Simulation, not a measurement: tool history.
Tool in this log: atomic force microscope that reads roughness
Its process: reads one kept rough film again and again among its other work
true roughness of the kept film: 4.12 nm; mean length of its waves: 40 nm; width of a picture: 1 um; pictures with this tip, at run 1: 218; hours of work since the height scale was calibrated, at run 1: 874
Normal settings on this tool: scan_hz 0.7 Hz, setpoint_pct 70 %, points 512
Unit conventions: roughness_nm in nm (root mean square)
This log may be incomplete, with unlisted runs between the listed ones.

| run | hour | scan_hz | setpoint_pct | points | pictures with this tip | hours of work since the height scale was calibrated | roughness_nm |
|---|---|---|---|---|---|---|---|
| 1 | 0 | 0.7 | 70 | 512 | 218 | 874 | 3.419 |
| 2 | 46.5 | 0.7 | 60 | 512 | 274 | 895 | 3.436 |
| 3 | 73.9 | 0.7 | 60 | 512 | 307 | 907 | 3.366 |
|  | 95.5 | new tip fitted |
| 4 | 101 | 0.7 | 60 | 475 | 7 | 918 | 3.73 |
| 5 | 137.8 | 0.7 | 60 | 631 | 51 | 934 | 3.653 |
| 6 | 191.6 | 0.7 | 60 | 631 | 116 | 958 | 3.597 |
| 7 | 231.4 | 0.7 | 60 | 631 | 165 | 975 | 3.514 |
| 8 | 257.1 | 0.7 | 60 | 951 | 196 | 987 | 3.473 |
| 9 | 297.7 | 1.073 | 60 | 951 | 245 | 1005 | 3.368 |
| 10 | 321.2 | 1.073 | 60 | 951 | 273 | 1015 | 3.354 |
|  | 373.1 | new tip fitted |
| 11 | 373.7 | 1.073 | 60 | 951 | 1 | 1038 | 3.694 |
| 12 | 420.5 | 1.073 | 60 | 951 | 57 | 1058 | 3.629 |
| 13 | 471.6 | 1.073 | 60 | 951 | 119 | 1081 | 3.569 |
| 14 | 506.6 | 1.073 | 60 | 951 | 162 | 1096 | 3.471 |
| 15 | 544.7 | 1.073 | 60 | 951 | 208 | 1113 | 3.438 |
| 16 | 571.5 | 1.073 | 60 | 951 | 240 | 1125 | 3.412 |
| 17 | 599.6 | 0.7 | 70 | 512 | 274 | 1137 | 3.316 |
| 18 | 642.8 | 0.7 | 70 | 512 | 327 | 1156 | 3.268 |
|  | 649.7 | new tip fitted |
| 19 | 672.6 | 0.7 | 70 | 512 | 28 | 1169 | 3.641 |
| 20 | 697.8 | 0.7 | 70 | 512 | 59 | 1180 | 3.629 |
| 21 | 720 | 0.7 | 70 | 1009 | 86 | 1190 | 3.549 |
| 22 | 759 | 0.7 | 70 | 1009 | 133 | 1207 | 3.481 |
| 23 | 783 | 0.7 | 70 | 1009 | 162 | 1217 | 3.46 |
| 24 | 813.9 | 0.7 | 70 | 1009 | 199 | 1231 | 3.416 |
| 25 | 838.7 | 0.7 | 82 | 512 | 230 | 1242 | 3.252 |
| 26 | 860.8 | 0.7 | 82 | 512 | 256 | 1252 | 3.247 |
| 27 | 900.4 | 0.524 | 66 | 543 | 304 | 1269 | 3.365 |
|  | 925.6 | new tip fitted |
| 28 | 931.2 | 0.524 | 66 | 543 | 7 | 1282 | 3.722 |
| 29 | 967.2 | 2.585 | 70 | 512 | 51 | 1298 | 3.262 |
| 30 | 1004 | 1.081 | 70 | 512 | 95 | 1314 | 3.484 |
| 31 | 1039.2 | 1.081 | 70 | 512 | 138 | 1330 | 3.406 |
|  | 1043.7 | height scale calibrated on a step standard |
| 32 | 1087.6 | 1.302 | 70 | 449 | 195 | 19 | 3.282 |
| 33 | 1110.2 | 0.53 | 57 | 583 | 223 | 29 | 3.469 |
| 34 | 1148.4 | 2.107 | 82 | 409 | 269 | 46 | 2.809 |
|  | 1170.2 | height scale calibrated on a step standard, once more |
| 35 | 1180 | 2.107 | 82 | 409 | 306 | 4 | 2.796 |
|  | 1204 | new tip fitted |
| 36 | 1223.3 | 2.107 | 82 | 443 | 23 | 23 | 3.057 |
| 37 | 1267 | 2.107 | 63 | 265 | 76 | 42 | 3.399 |
| 38 | 1299.2 | 2.107 | 63 | 265 | 115 | 56 | 3.402 |
| 39 | 1345.2 | 2.107 | 63 | 265 | 171 | 77 | 3.305 |
| 40 | 1382.2 | 2.048 | 86 | 1021 | 216 | 93 | 2.808 |
| 41 | 1433.9 | 0.7 | 70 | 638 | 278 | 116 | 3.312 |
| 42 | 1467.7 | 0.7 | 70 | 638 | 319 | 130 | 3.244 |
|  | 1481.3 | new tip fitted |
| 43 | 1501.6 | 0.7 | 70 | 638 | 25 | 145 | 3.601 |
| 44 | 1533.4 | 0.7 | 70 | 638 | 63 | 159 | 3.569 |
| 45 | 1588 | 0.7 | 70 | 638 | 129 | 183 | 3.498 |
| 46 | 1626.3 | 0.7 | 70 | 638 | 176 | 200 | 3.446 |
| 47 | 1668.8 | 0.7 | 70 | 638 | 227 | 219 | 3.385 |
| 48 | 1695 | 3.544 | 84 | 478 | 259 | 230 | 2.446 |
| 49 | 1717.8 | 0.7 | 70 | 742 | 287 | 240 | 3.296 |
|  | 1756.9 | new tip fitted |
| 50 | 1756.9 | 0.87 | 73 | 321 | 0 | 257 | 3.586 |
| 51 | 1792.6 | 1.117 | 79 | 792 | 43 | 273 | 3.403 |
| 52 | 1822.4 | 1.424 | 64 | 642 | 79 | 286 | 3.496 |

Some steps in roughness_nm, run to run, broken into two amounts with sign: the step expected even without the hidden condition (settings, incoming material, random variation), and the rest, left for the hidden condition together with whatever gauge scatter is not in both the measured and the hidden-condition-free result:
What the log doesn't record here: radius of the tip, nm; height scale over the true one, %; drift of the gauge itself on roughness_nm, %.
Run 18 -> 19: new tip fitted. roughness_nm +0.373 nm (root mean square): hidden state +0.373, all else +0.
Run 27 -> 28: new tip fitted. roughness_nm +0.357 nm (root mean square): hidden state +0.378, all else -0.021.
Run 33 -> 34: scan_hz 0.53 -> 2.107, setpoint_pct 57 -> 82, points 583 -> 409. roughness_nm -0.66 nm (root mean square): hidden state +0.014, all else -0.674.
Run 42 -> 43: new tip fitted. roughness_nm +0.357 nm (root mean square): hidden state +0.379, all else -0.022.
Run 47 -> 48: scan_hz 0.7 -> 3.544, setpoint_pct 70 -> 84, points 638 -> 478. roughness_nm -0.939 nm (root mean square): hidden state +0.058, all else -0.997.
Run 48 -> 49: scan_hz 3.544 -> 0.7, setpoint_pct 84 -> 70, points 478 -> 742. roughness_nm +0.85 nm (root mean square): hidden state -0.127, all else +0.977.
